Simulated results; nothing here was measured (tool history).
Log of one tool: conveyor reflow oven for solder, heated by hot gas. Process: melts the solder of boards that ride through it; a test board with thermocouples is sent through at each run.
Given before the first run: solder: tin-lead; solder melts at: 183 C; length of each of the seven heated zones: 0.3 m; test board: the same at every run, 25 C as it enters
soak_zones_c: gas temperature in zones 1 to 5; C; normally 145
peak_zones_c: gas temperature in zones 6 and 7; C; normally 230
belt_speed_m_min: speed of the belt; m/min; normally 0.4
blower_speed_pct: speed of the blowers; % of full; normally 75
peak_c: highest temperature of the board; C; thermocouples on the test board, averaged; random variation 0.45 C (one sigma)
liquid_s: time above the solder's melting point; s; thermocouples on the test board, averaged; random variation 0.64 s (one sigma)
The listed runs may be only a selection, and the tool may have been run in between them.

{"run": 1, "hour": 0.0, "soak_zones_c": 145, "peak_zones_c": 230, "belt_speed_m_min": 0.4, "blower_speed_pct": 75, "peak_c": 211.1, "liquid_s": 63.8}
{"run": 2, "hour": 25.8, "soak_zones_c": 145, "peak_zones_c": 230, "belt_speed_m_min": 0.401, "blower_speed_pct": 75, "peak_c": 211.2, "liquid_s": 64.3}
{"run": 3, "hour": 54.1, "soak_zones_c": 145, "peak_zones_c": 230, "belt_speed_m_min": 0.4, "blower_speed_pct": 74, "peak_c": 211.5, "liquid_s": 64}
{"run": 4, "hour": 73.5, "soak_zones_c": 145, "peak_zones_c": 230, "belt_speed_m_min": 0.4, "blower_speed_pct": 74, "peak_c": 210.7, "liquid_s": 63.2}
{"run": 5, "hour": 95.3, "soak_zones_c": 145, "peak_zones_c": 230, "belt_speed_m_min": 0.4, "blower_speed_pct": 75, "peak_c": 211.5, "liquid_s": 64.5}
{"run": 6, "hour": 109.8, "soak_zones_c": 145, "peak_zones_c": 230, "belt_speed_m_min": 0.4, "blower_speed_pct": 81, "peak_c": 211.2, "liquid_s": 65.4}
{"run": 7, "hour": 123.4, "soak_zones_c": 145, "peak_zones_c": 230, "belt_speed_m_min": 0.4, "blower_speed_pct": 81, "peak_c": 211.3, "liquid_s": 64.8}
{"run": 8, "hour": 142.0, "soak_zones_c": 145, "peak_zones_c": 230, "belt_speed_m_min": 0.4, "blower_speed_pct": 81, "peak_c": 215, "liquid_s": 70.1}
{"run": 9, "hour": 159.3, "soak_zones_c": 145, "peak_zones_c": 230, "belt_speed_m_min": 0.359, "blower_speed_pct": 75, "peak_c": 216.7, "liquid_s": 81.4}
{"run": 10, "hour": 189.6, "soak_zones_c": 134, "peak_zones_c": 230, "belt_speed_m_min": 0.4, "blower_speed_pct": 75, "peak_c": 211.5, "liquid_s": 62.1}
{"run": 11, "hour": 209.1, "soak_zones_c": 134, "peak_zones_c": 230, "belt_speed_m_min": 0.4, "blower_speed_pct": 75, "peak_c": 210.6, "liquid_s": 60.6}
{"run": 12, "hour": 231.5, "soak_zones_c": 134, "peak_zones_c": 230, "belt_speed_m_min": 0.4, "blower_speed_pct": 75, "peak_c": 211.3, "liquid_s": 60.7}
{"run": 13, "hour": 257.4, "soak_zones_c": 134, "peak_zones_c": 230, "belt_speed_m_min": 0.4, "blower_speed_pct": 75, "peak_c": 211.6, "liquid_s": 60.2}
{"run": 14, "hour": 278.5, "soak_zones_c": 145, "peak_zones_c": 230, "belt_speed_m_min": 0.4, "blower_speed_pct": 75, "peak_c": 213.2, "liquid_s": 68}
{"run": 15, "hour": 299.5, "soak_zones_c": 145, "peak_zones_c": 230, "belt_speed_m_min": 0.4, "blower_speed_pct": 78, "peak_c": 213.9, "liquid_s": 68.1}
{"run": 16, "hour": 315.6, "soak_zones_c": 152, "peak_zones_c": 230, "belt_speed_m_min": 0.4, "blower_speed_pct": 75, "peak_c": 214.4, "liquid_s": 73.8}
{"run": 17, "hour": 330.9, "soak_zones_c": 152, "peak_zones_c": 230, "belt_speed_m_min": 0.4, "blower_speed_pct": 75, "peak_c": 214.3, "liquid_s": 72.4}
{"run": 18, "hour": 364.2, "soak_zones_c": 145, "peak_zones_c": 230, "belt_speed_m_min": 0.443, "blower_speed_pct": 75, "peak_c": 210, "liquid_s": 54.7}
{"run": 19, "hour": 389.8, "soak_zones_c": 151, "peak_zones_c": 230, "belt_speed_m_min": 0.323, "blower_speed_pct": 75, "peak_c": 219.3, "liquid_s": 96.7}
{"run": 20, "hour": 405.0, "soak_zones_c": 151, "peak_zones_c": 234, "belt_speed_m_min": 0.38, "blower_speed_pct": 69, "peak_c": 217, "liquid_s": 79.4}
{"run": 21, "hour": 424.6, "soak_zones_c": 145, "peak_zones_c": 230, "belt_speed_m_min": 0.4, "blower_speed_pct": 83, "peak_c": 214.6, "liquid_s": 67.5}
{"run": 22, "hour": 448.3, "soak_zones_c": 140, "peak_zones_c": 230, "belt_speed_m_min": 0.343, "blower_speed_pct": 83, "peak_c": 216.4, "liquid_s": 82.8}
{"run": 23, "hour": 466.6, "soak_zones_c": 159, "peak_zones_c": 239, "belt_speed_m_min": 0.343, "blower_speed_pct": 83, "peak_c": 227, "liquid_s": 101.4}
{"run": 24, "hour": 496.3, "soak_zones_c": 145, "peak_zones_c": 230, "belt_speed_m_min": 0.4, "blower_speed_pct": 51, "peak_c": 206, "liquid_s": 55.4}
{"run": 25, "hour": 522.2, "soak_zones_c": 145, "peak_zones_c": 230, "belt_speed_m_min": 0.341, "blower_speed_pct": 75, "peak_c": 215.4, "liquid_s": 84.7}
{"run": 26, "hour": 545.0, "soak_zones_c": 145, "peak_zones_c": 240, "belt_speed_m_min": 0.4, "blower_speed_pct": 75, "peak_c": 220, "liquid_s": 74.8}
{"run": 27, "hour": 569.5, "soak_zones_c": 140, "peak_zones_c": 230, "belt_speed_m_min": 0.4, "blower_speed_pct": 86, "peak_c": 212.5, "liquid_s": 65.5}
{"run": 28, "hour": 599.1, "soak_zones_c": 140, "peak_zones_c": 230, "belt_speed_m_min": 0.4, "blower_speed_pct": 86, "peak_c": 212, "liquid_s": 65.2}
{"run": 29, "hour": 625.1, "soak_zones_c": 143, "peak_zones_c": 230, "belt_speed_m_min": 0.427, "blower_speed_pct": 53, "peak_c": 201.5, "liquid_s": 45.7}
{"run": 30, "hour": 649.6, "soak_zones_c": 135, "peak_zones_c": 228, "belt_speed_m_min": 0.334, "blower_speed_pct": 63, "peak_c": 210.4, "liquid_s": 72}

Taken out of this log: 1 entry between the listed runs. Where each belongs, and how the hidden state differs across it:
After run 7, before run 8: flux residue cleaned out of gas plates and filters (hour 140.7)
  heat that the gas passes to the board, % of a clean oven's: 85.7 -> 98.9; belt's true speed, % of the reading: 98.14 -> 98.12; true gas temperature in zones 6 and 7 over the reading, C: -0.33 -> -0.35
  the result without the hidden state subtracted from the measured one, peak_c: -3.5 -> +0 C; liquid_s: -3.4 -> +1.4 s
